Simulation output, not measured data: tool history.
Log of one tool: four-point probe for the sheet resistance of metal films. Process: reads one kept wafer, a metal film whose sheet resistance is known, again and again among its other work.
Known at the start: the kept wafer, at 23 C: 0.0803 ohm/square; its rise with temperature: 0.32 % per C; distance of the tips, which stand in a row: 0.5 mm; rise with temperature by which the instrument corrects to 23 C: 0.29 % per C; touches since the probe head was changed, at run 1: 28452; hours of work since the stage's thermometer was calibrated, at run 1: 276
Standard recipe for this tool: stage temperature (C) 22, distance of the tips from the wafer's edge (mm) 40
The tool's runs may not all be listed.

| run | hour | stage temperature (C) | distance of the tips from the wafer's edge (mm) | touches since the probe head was changed | hours of work since the stage's thermometer was calibrated | sheet resistance as the instrument gives it (ohm/square) |
|---|---|---|---|---|---|---|
| 1 | 0 | 22 | 40 | 28452 | 276 | 0.079721 |
| 2 | 19.1 | 22 | 40 | 29223 | 291 | 0.079766 |
| 3 | 48.7 | 22 | 40 | 30416 | 314 | 0.079755 |
| 4 | 65.4 | 22 | 40 | 31093 | 327 | 0.079725 |
| 5 | 82.5 | 29 | 40 | 31781 | 340 | 0.079856 |
| 6 | 105.4 | 29 | 40 | 32705 | 357 | 0.079841 |
| 7 | 133 | 29 | 40 | 33818 | 378 | 0.079818 |
| 8 | 147.2 | 29 | 40 | 34391 | 389 | 0.079824 |
| 9 | 161.6 | 29 | 40 | 34975 | 400 | 0.079778 |
| 10 | 192 | 29 | 40 | 36203 | 424 | 0.079779 |
| 11 | 218.8 | 22 | 40 | 37283 | 444 | 0.079615 |
| 12 | 233.4 | 22 | 40 | 37871 | 455 | 0.079613 |
| 13 | 253.9 | 22 | 40 | 38701 | 471 | 0.079601 |
| 14 | 268.2 | 22 | 40 | 39279 | 482 | 0.079611 |
| 15 | 283 | 22 | 40 | 39876 | 493 | 0.079607 |
| 16 | 314.5 | 22 | 40 | 41148 | 518 | 0.079578 |
| 17 | 332.4 | 22 | 40 | 41868 | 531 | 0.079582 |
| 18 | 346.7 | 22 | 32 | 42447 | 542 | 0.07956 |
| 19 | 367.6 | 22 | 32 | 43291 | 558 | 0.079549 |
| 20 | 383.1 | 22 | 32 | 43916 | 570 | 0.079577 |
| 21 | 400.1 | 22 | 26 | 44603 | 583 | 0.079552 |
| 22 | 415.7 | 22 | 26 | 45233 | 595 | 0.079562 |
| 23 | 431.9 | 28 | 7 | 45885 | 607 | 0.079856 |
| 24 | 449.9 | 28 | 4 | 46612 | 621 | 0.080299 |
| 25 | 480.2 | 25 | 54 | 47837 | 645 | 0.079553 |
| 26 | 496.3 | 25 | 54 | 48484 | 657 | 0.079537 |
| 27 | 526.3 | 22 | 23 | 49696 | 680 | 0.079497 |
| 28 | 543.5 | 31 | 30 | 50388 | 693 | 0.079616 |
| 29 | 559.9 | 31 | 30 | 51052 | 706 | 0.079648 |
| 30 | 592.4 | 29 | 61 | 52364 | 731 | 0.079583 |
| 31 | 608.8 | 20 | 14 | 53026 | 743 | 0.079468 |
| 32 | 630.8 | 27 | 40 | 53915 | 760 | 0.079531 |
| 33 | 656.6 | 26 | 5 | 54956 | 780 | 0.079937 |
| 34 | 689.2 | 26 | 5 | 56272 | 805 | 0.079916 |
| 35 | 717.4 | 26 | 5 | 57408 | 826 | 0.079869 |
| 36 | 733.1 | 28 | 10 | 58043 | 838 | 0.079542 |
| 37 | 750.2 | 28 | 10 | 58733 | 851 | 0.079586 |

Hidden state or all else? Some run-to-run changes of sheet resistance as the instrument gives it (ohm/square), split into what the settings, what came in and random variation would give without the hidden state, and what is left for the hidden state (with any gauge scatter that isn't in both results):
What the log doesn't record here: inner tips' distance over the nominal, %; tips' flats over new ones', %; wafer's true temperature over the reading, C; drift of the gauge itself on sheet_ohm, %.
Run 9 -> 10: no setting changed, nothing entered. sheet resistance as the instrument gives it (ohm/square) +0.000001: hidden state -0.000017, all else +0.000018.
Run 15 -> 16: no setting changed, nothing entered. sheet resistance as the instrument gives it (ohm/square) -0.000029: hidden state -0.000016, all else -0.000013.
Run 23 -> 24: distance of the tips from the wafer's edge (mm) 7 -> 4. sheet resistance as the instrument gives it (ohm/square) +0.000443: hidden state -0.000014, all else +0.000457.
Run 24 -> 25: stage temperature (C) 28 -> 25, distance of the tips from the wafer's edge (mm) 4 -> 54. sheet resistance as the instrument gives it (ohm/square) -0.000746: hidden state -0.000007, all else -0.000739.
Run 29 -> 30: stage temperature (C) 31 -> 29, distance of the tips from the wafer's edge (mm) 30 -> 61. sheet resistance as the instrument gives it (ohm/square) -0.000065: hidden state -0.000016, all else -0.000049.
Run 32 -> 33: stage temperature (C) 27 -> 26, distance of the tips from the wafer's edge (mm) 40 -> 5. sheet resistance as the instrument gives it (ohm/square) +0.000406: hidden state -0.000016, all else +0.000422.
